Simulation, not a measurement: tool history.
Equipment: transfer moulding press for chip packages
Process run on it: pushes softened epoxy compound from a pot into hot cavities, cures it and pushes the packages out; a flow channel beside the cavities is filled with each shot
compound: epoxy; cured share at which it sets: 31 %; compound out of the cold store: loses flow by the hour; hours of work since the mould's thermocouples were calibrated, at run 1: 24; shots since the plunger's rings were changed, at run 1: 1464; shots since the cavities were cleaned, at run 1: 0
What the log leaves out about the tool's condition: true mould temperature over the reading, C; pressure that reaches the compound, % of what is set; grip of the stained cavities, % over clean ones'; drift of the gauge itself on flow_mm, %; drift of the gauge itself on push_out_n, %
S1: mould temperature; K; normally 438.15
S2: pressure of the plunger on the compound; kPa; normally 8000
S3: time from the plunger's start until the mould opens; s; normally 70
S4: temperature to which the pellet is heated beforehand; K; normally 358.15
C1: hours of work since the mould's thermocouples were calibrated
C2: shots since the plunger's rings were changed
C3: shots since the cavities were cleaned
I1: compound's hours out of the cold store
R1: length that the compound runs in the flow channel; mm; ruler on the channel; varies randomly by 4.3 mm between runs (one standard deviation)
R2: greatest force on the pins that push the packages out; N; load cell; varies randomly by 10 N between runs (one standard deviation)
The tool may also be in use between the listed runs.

Run 1, hour 0.0: usual settings; C1 24; C2 1464; C3 0; I1 44.4. Result: R1 623 mm, R2 443 N.
Run 2, hour 16.0: usual settings but S1 433.15 K; C1 32; C2 1650; C3 186; I1 27.2. Result: R1 690 mm, R2 773 N.
Run 3, hour 35.0: usual settings but S2 7160 kPa; C1 42; C2 1870; C3 406; I1 31.5. Result: R1 612 mm, R2 625 N.
Run 4, hour 56.4: usual settings but S2 7160 kPa; C1 53; C2 2117; C3 653; I1 44.6. Result: R1 580 mm, R2 673 N.
Run 5, hour 68.3: usual settings but S2 7160 kPa; C1 59; C2 2256; C3 792; I1 11.4. Result: R1 694 mm, R2 763 N.
At hour 83.7: cavities cleaned with cleaning compound and waxed.
Run 6, hour 90.7: usual settings but S2 7160 kPa; C1 70; C2 2499; C3 82; I1 40.0. Result: R1 584 mm, R2 524 N.
Run 7, hour 113.8: usual settings but S2 7160 kPa; C1 82; C2 2766; C3 349; I1 47.0. Result: R1 562 mm, R2 592 N.
Run 8, hour 127.9: usual settings but S2 7160 kPa; C1 89; C2 2930; C3 513; I1 36.8. Result: R1 591 mm, R2 683 N.
Run 9, hour 137.9: usual settings but S2 7520 kPa; C1 95; C2 3046; C3 629; I1 34.0. Result: R1 625 mm, R2 686 N.
Run 10, hour 160.4: usual settings but S2 7520 kPa; C1 106; C2 3307; C3 890; I1 14.8. Result: R1 693 mm, R2 784 N.
At hour 167.5: cavities cleaned with cleaning compound and waxed.
Run 11, hour 183.1: usual settings but S2 7520 kPa; C1 117; C2 3553; C3 181; I1 31.6. Result: R1 616 mm, R2 554 N.
Run 12, hour 204.0: usual settings but S2 7520 kPa; C1 128; C2 3795; C3 423; I1 35.7. Result: R1 601 mm, R2 621 N.
Run 13, hour 217.6: usual settings but S2 7520 kPa; C1 135; C2 3953; C3 581; I1 8.7. Result: R1 706 mm, R2 722 N.
Run 14, hour 228.1: usual settings but S4 357.15 K; C1 141; C2 4075; C3 703; I1 25.2. Result: R1 655 mm, R2 738 N.
Run 15, hour 238.3: usual settings but S4 357.15 K; C1 146; C2 4193; C3 821; I1 27.9. Result: R1 650 mm, R2 746 N.
At hour 250.0: cavities cleaned with cleaning compound and waxed.
Run 16, hour 257.2: usual settings but S2 6140 kPa, S4 357.15 K; C1 155; C2 4395; C3 84; I1 20.4. Result: R1 600 mm, R2 524 N.
At hour 271.6: plunger's sealing rings changed.
Run 17, hour 273.1: usual settings but S1 441.15 K, S2 7910 kPa, S3 101 s, S4 357.15 K; C1 162; C2 17; C3 239; I1 11.2. Result: R1 727 mm, R2 446 N.
Run 18, hour 291.1: usual settings but S1 441.15 K, S2 7910 kPa, S3 101 s, S4 356.15 K; C1 172; C2 225; C3 447; I1 29.8. Result: R1 663 mm, R2 481 N.
Run 19, hour 312.8: usual settings but S1 444.15 K, S4 350.15 K; C1 183; C2 477; C3 699; I1 44.0. Result: R1 613 mm, R2 576 N.
At hour 334.8: cavities cleaned with cleaning compound and waxed.
Run 20, hour 334.8: usual settings but S1 444.15 K, S2 6940 kPa, S4 367.15 K; C1 194; C2 716; C3 0; I1 10.5. Result: R1 671 mm, R2 374 N.
Run 21, hour 346.6: usual settings but S1 444.15 K, S2 6940 kPa, S4 367.15 K; C1 200; C2 852; C3 136; I1 19.0. Result: R1 640 mm, R2 425 N.
Run 22, hour 356.3: usual settings but S2 8510 kPa, S4 361.15 K; C1 205; C2 965; C3 249; I1 11.5. Result: R1 756 mm, R2 615 N.
Run 23, hour 369.8: usual settings but S2 8510 kPa, S4 361.15 K; C1 212; C2 1121; C3 405; I1 20.1. Result: R1 728 mm, R2 648 N.

Run 24 is up next; what results do you expect?
Run 24, hour 389.6: usual settings but S2 8510 kPa, S4 361.15 K; C1 222; C2 1351; C3 635; I1 40.1. Result: R1 ?, R2 ?.

{"run 24": {"R1": 649, "R2": 690}}
Without the tool's hidden state the same run would have given R1 659 mm, R2 447 N.

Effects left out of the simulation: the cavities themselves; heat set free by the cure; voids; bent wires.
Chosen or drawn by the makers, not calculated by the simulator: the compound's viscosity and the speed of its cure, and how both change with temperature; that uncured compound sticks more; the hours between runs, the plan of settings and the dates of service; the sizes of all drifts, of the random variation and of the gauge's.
